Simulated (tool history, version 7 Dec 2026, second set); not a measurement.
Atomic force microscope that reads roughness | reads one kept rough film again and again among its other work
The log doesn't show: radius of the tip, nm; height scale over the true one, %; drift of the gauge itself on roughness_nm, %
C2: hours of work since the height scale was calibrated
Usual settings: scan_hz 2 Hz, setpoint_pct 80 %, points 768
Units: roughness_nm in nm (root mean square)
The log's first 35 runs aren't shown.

{"run": 36, "day": 13.429, "scan_hz": 2, "setpoint_pct": 66, "points": 950, "pictures with this tip": 123, "C2": 344, "roughness_nm": 1.277}
{"run": 37, "day": 13.979, "scan_hz": 2.48, "setpoint_pct": 78, "points": 768, "pictures with this tip": 144, "C2": 351, "roughness_nm": 1.133}
{"run": 38, "day": 14.4, "scan_hz": 2.48, "setpoint_pct": 78, "points": 980, "pictures with this tip": 159, "C2": 355, "roughness_nm": 1.128}
{"run": 39, "day": 14.888, "scan_hz": 2, "setpoint_pct": 84, "points": 426, "pictures with this tip": 178, "C2": 361, "roughness_nm": 1.109}
{"run": 40, "day": 15.379, "scan_hz": 1.35, "setpoint_pct": 63, "points": 691, "pictures with this tip": 196, "C2": 366, "roughness_nm": 1.307}
{"run": 41, "day": 15.825, "scan_hz": 2, "setpoint_pct": 77, "points": 627, "pictures with this tip": 213, "C2": 371, "roughness_nm": 1.167}
{"run": 42, "day": 16.325, "scan_hz": 2, "setpoint_pct": 77, "points": 627, "pictures with this tip": 231, "C2": 376, "roughness_nm": 1.167}
{"run": 43, "day": 16.646, "scan_hz": 2, "setpoint_pct": 74, "points": 342, "pictures with this tip": 244, "C2": 380, "roughness_nm": 1.19}
{"run": 44, "day": 17.192, "scan_hz": 2.39, "setpoint_pct": 80, "points": 491, "pictures with this tip": 264, "C2": 386, "roughness_nm": 1.097}
{"run": 45, "day": 17.529, "scan_hz": 2.39, "setpoint_pct": 80, "points": 491, "pictures with this tip": 276, "C2": 390, "roughness_nm": 1.097}
{"run": 46, "day": 17.871, "scan_hz": 0.65, "setpoint_pct": 83, "points": 533, "pictures with this tip": 289, "C2": 394, "roughness_nm": 1.265}
{"run": 47, "day": 18.1, "scan_hz": 0.65, "setpoint_pct": 83, "points": 533, "pictures with this tip": 298, "C2": 396, "roughness_nm": 1.259}
{"day": 18.246, "done": "new tip fitted"}
{"run": 48, "day": 18.392, "scan_hz": 0.58, "setpoint_pct": 75, "points": 450, "pictures with this tip": 5, "C2": 399, "roughness_nm": 1.364}
{"run": 49, "day": 18.796, "scan_hz": 1.58, "setpoint_pct": 58, "points": 376, "pictures with this tip": 20, "C2": 404, "roughness_nm": 1.362}
{"run": 50, "day": 19.175, "scan_hz": 2, "setpoint_pct": 61, "points": 616, "pictures with this tip": 34, "C2": 408, "roughness_nm": 1.331}
{"run": 51, "day": 19.738, "scan_hz": 2, "setpoint_pct": 61, "points": 616, "pictures with this tip": 55, "C2": 414, "roughness_nm": 1.323}
{"run": 52, "day": 20.192, "scan_hz": 3.56, "setpoint_pct": 61, "points": 616, "pictures with this tip": 72, "C2": 419, "roughness_nm": 1.257}

Forecast each of these 4 alternatives for the next run:
{"run": "A", "day": 20.467, "scan_hz": 2, "setpoint_pct": 80, "points": 511, "pictures with this tip": 83, "C2": 422, "roughness_nm": "?"}
{"run": "B", "day": 20.467, "scan_hz": 3.56, "setpoint_pct": 61, "points": 566, "pictures with this tip": 83, "C2": 422, "roughness_nm": "?"}
{"run": "C", "day": 20.467, "scan_hz": 1.93, "setpoint_pct": 66, "points": 616, "pictures with this tip": 83, "C2": 422, "roughness_nm": "?"}
{"run": "D", "day": 20.467, "scan_hz": 3.07, "setpoint_pct": 80, "points": 279, "pictures with this tip": 83, "C2": 422, "roughness_nm": "?"}

run=A roughness_nm=1.166
run=B roughness_nm=1.253
run=C roughness_nm=1.291
run=D roughness_nm=1.07
Without the tool's hidden state the same runs would have given:
run=A roughness_nm=1.18
run=B roughness_nm=1.268
run=C roughness_nm=1.307
run=D roughness_nm=1.083

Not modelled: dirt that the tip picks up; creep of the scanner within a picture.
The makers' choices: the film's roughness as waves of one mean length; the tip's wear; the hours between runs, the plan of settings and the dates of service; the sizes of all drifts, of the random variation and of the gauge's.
